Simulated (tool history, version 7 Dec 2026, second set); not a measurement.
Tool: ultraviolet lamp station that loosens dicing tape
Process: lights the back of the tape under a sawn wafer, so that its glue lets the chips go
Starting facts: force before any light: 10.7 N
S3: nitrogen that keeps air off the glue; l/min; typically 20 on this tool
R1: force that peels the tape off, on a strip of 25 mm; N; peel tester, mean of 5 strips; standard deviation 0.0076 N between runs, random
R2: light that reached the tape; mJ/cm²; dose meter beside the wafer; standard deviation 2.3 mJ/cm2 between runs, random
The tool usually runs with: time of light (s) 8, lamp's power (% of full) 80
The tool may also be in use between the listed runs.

{"run": 1, "day": 0.0, "time of light (s)": 8, "lamp's power (% of full)": 80, "S3": 20, "R1": 0.283, "R2": 228}
{"run": 2, "day": 0.938, "time of light (s)": 8, "lamp's power (% of full)": 80, "S3": 20, "R1": 0.296, "R2": 223}
{"run": 3, "day": 1.917, "time of light (s)": 8, "lamp's power (% of full)": 80, "S3": 7, "R1": 0.646, "R2": 225}
{"run": 4, "day": 3.192, "time of light (s)": 5, "lamp's power (% of full)": 80, "S3": 20, "R1": 0.723, "R2": 141}
{"run": 5, "day": 4.117, "time of light (s)": 8, "lamp's power (% of full)": 80, "S3": 20, "R1": 0.297, "R2": 224}
{"run": 6, "day": 5.458, "time of light (s)": 8, "lamp's power (% of full)": 80, "S3": 20, "R1": 0.284, "R2": 223}
{"run": 7, "day": 6.433, "time of light (s)": 8, "lamp's power (% of full)": 80, "S3": 20, "R1": 0.292, "R2": 222}
{"run": 8, "day": 7.525, "time of light (s)": 8, "lamp's power (% of full)": 80, "S3": 20, "R1": 0.28, "R2": 225}
{"run": 9, "day": 8.708, "time of light (s)": 8, "lamp's power (% of full)": 80, "S3": 20, "R1": 0.276, "R2": 220}
{"run": 10, "day": 9.967, "time of light (s)": 8, "lamp's power (% of full)": 80, "S3": 20, "R1": 0.285, "R2": 223}
{"run": 11, "day": 11.338, "time of light (s)": 8, "lamp's power (% of full)": 80, "S3": 20, "R1": 0.294, "R2": 223}
{"run": 12, "day": 12.708, "time of light (s)": 8, "lamp's power (% of full)": 80, "S3": 20, "R1": 0.286, "R2": 225}
{"run": 13, "day": 13.988, "time of light (s)": 8, "lamp's power (% of full)": 80, "S3": 20, "R1": 0.289, "R2": 222}
{"run": 14, "day": 15.021, "time of light (s)": 8, "lamp's power (% of full)": 80, "S3": 20, "R1": 0.278, "R2": 220}
{"run": 15, "day": 15.692, "time of light (s)": 5, "lamp's power (% of full)": 96, "S3": 24, "R1": 0.448, "R2": 170}
{"run": 16, "day": 17.092, "time of light (s)": 9, "lamp's power (% of full)": 66, "S3": 21, "R1": 0.325, "R2": 208}
{"run": 17, "day": 18.471, "time of light (s)": 5, "lamp's power (% of full)": 77, "S3": 21, "R1": 0.773, "R2": 133}
{"run": 18, "day": 19.408, "time of light (s)": 8, "lamp's power (% of full)": 80, "S3": 11, "R1": 0.414, "R2": 224}
{"run": 19, "day": 20.796, "time of light (s)": 9, "lamp's power (% of full)": 93, "S3": 28, "R1": 0.194, "R2": 289}
{"run": 20, "day": 21.767, "time of light (s)": 9, "lamp's power (% of full)": 93, "S3": 28, "R1": 0.207, "R2": 292}
{"run": 21, "day": 22.392, "time of light (s)": 7, "lamp's power (% of full)": 93, "S3": 8, "R1": 0.545, "R2": 227}
{"run": 22, "day": 23.171, "time of light (s)": 8, "lamp's power (% of full)": 83, "S3": 33, "R1": 0.23, "R2": 230}
{"run": 23, "day": 24.258, "time of light (s)": 8, "lamp's power (% of full)": 83, "S3": 33, "R1": 0.222, "R2": 233}
{"run": 24, "day": 24.938, "time of light (s)": 8, "lamp's power (% of full)": 61, "S3": 13, "R1": 0.679, "R2": 172}
{"run": 25, "day": 25.617, "time of light (s)": 8, "lamp's power (% of full)": 73, "S3": 13, "R1": 0.443, "R2": 204}
{"run": 26, "day": 27.071, "time of light (s)": 8, "lamp's power (% of full)": 73, "S3": 13, "R1": 0.455, "R2": 201}
{"run": 27, "day": 27.783, "time of light (s)": 8, "lamp's power (% of full)": 91, "S3": 19, "R1": 0.241, "R2": 257}
{"run": 28, "day": 28.583, "time of light (s)": 8, "lamp's power (% of full)": 61, "S3": 19, "R1": 0.502, "R2": 171}

Withheld: 1 entry from between the runs. Position of each, and hidden state at the listed run before versus the listed run after:
Logged between run 24 and run 25: window cleaned of glue's vapour (day 25.45)
  light that the window lets through, % of a clean one's: 99.9 -> 100
